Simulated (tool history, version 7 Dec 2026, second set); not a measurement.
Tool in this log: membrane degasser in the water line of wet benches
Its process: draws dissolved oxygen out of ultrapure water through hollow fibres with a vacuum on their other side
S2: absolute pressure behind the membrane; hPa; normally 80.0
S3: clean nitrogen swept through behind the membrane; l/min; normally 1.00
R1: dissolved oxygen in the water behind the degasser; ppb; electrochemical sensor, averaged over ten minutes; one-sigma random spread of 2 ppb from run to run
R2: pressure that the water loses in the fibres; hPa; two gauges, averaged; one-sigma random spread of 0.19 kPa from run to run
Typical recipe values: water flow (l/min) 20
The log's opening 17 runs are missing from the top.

Run 18, day 127.117: usual settings but S3 0.45 l/min. Result: R1 424.7 ppb, R2 381.8 hPa.
Run 19, day 131.792: usual settings but water flow (l/min) 19, S3 0.62 l/min. Result: R1 321.9 ppb, R2 361.7 hPa.
At day 133.062: vacuum gauge calibrated, once more.
Run 20, day 142.683: usual settings but S2 129.0 hPa, S3 2.50 l/min. Result: R1 188.2 ppb, R2 380.4 hPa.
Run 21, day 148.129: usual settings but S2 129.0 hPa, S3 2.50 l/min. Result: R1 190.8 ppb, R2 380.8 hPa.
Run 22, day 156.446: usual settings but water flow (l/min) 15, S2 135.4 hPa, S3 0.95 l/min. Result: R1 371.8 ppb, R2 285.7 hPa.
Run 23, day 165.608: usual settings but water flow (l/min) 32, S2 67.0 hPa, S3 2.67 l/min. Result: R1 114.0 ppb, R2 613.8 hPa.
Run 24, day 175.733: usual settings but S2 131.8 hPa, S3 1.03 l/min. Result: R1 436.6 ppb, R2 380.2 hPa.
Run 25, day 180.308: usual settings but water flow (l/min) 22, S2 145.2 hPa, S3 0.61 l/min. Result: R1 781.9 ppb, R2 420.2 hPa.
Run 26, day 187.492: usual settings but S2 63.8 hPa, S3 0.78 l/min. Result: R1 182.4 ppb, R2 383.2 hPa.
Run 27, day 195.758: usual settings but water flow (l/min) 29, S2 63.8 hPa, S3 1.38 l/min. Result: R1 160.0 ppb, R2 557.5 hPa.
Run 28, day 206.558: usual settings but water flow (l/min) 22, S2 186.8 hPa, S3 0.55 l/min. Result: R1 1113.3 ppb, R2 423.8 hPa.
At day 209.396: seals of the vacuum lines changed.
Run 29, day 214.221: usual settings but water flow (l/min) 22, S2 75.6 hPa, S3 0.55 l/min. Result: R1 348.9 ppb, R2 422.5 hPa.
Run 30, day 218.829: usual settings but water flow (l/min) 30, S2 171.5 hPa, S3 0.55 l/min. Result: R1 1277.1 ppb, R2 576.7 hPa.
Run 31, day 226.917: usual settings but water flow (l/min) 18, S2 87.9 hPa, S3 0.54 l/min. Result: R1 382.1 ppb, R2 344.1 hPa.

Forecast each of these 5 alternatives for the next run:
Run A, day 235.096: usual settings but water flow (l/min) 18, S2 87.9 hPa, S3 2.58 l/min. Result: R1 ?, R2 ?.
Run B, day 235.096: usual settings but water flow (l/min) 23, S2 87.9 hPa, S3 0.54 l/min. Result: R1 ?, R2 ?.
Run C, day 235.096: usual settings but S2 110.5 hPa. Result: R1 ?, R2 ?.
Run D, day 235.096: usual settings but water flow (l/min) 18, S2 178.7 hPa, S3 0.54 l/min. Result: R1 ?, R2 ?.
Run E, day 235.096: usual settings but water flow (l/min) 31. Result: R1 ?, R2 ?.

run     R1     R2
  A   99.7  348.2
  B  464.1  441.7
  C  348.7  381.8
  D  930.0  346.4
  E  325.4  593.0
With no hidden state in the tool, these same runs would have given:
run     R1     R2
  A   97.4  338.5
  B  456.1  429.3
  C  344.1  371.1
  D  924.4  336.7
  E  317.8  576.3
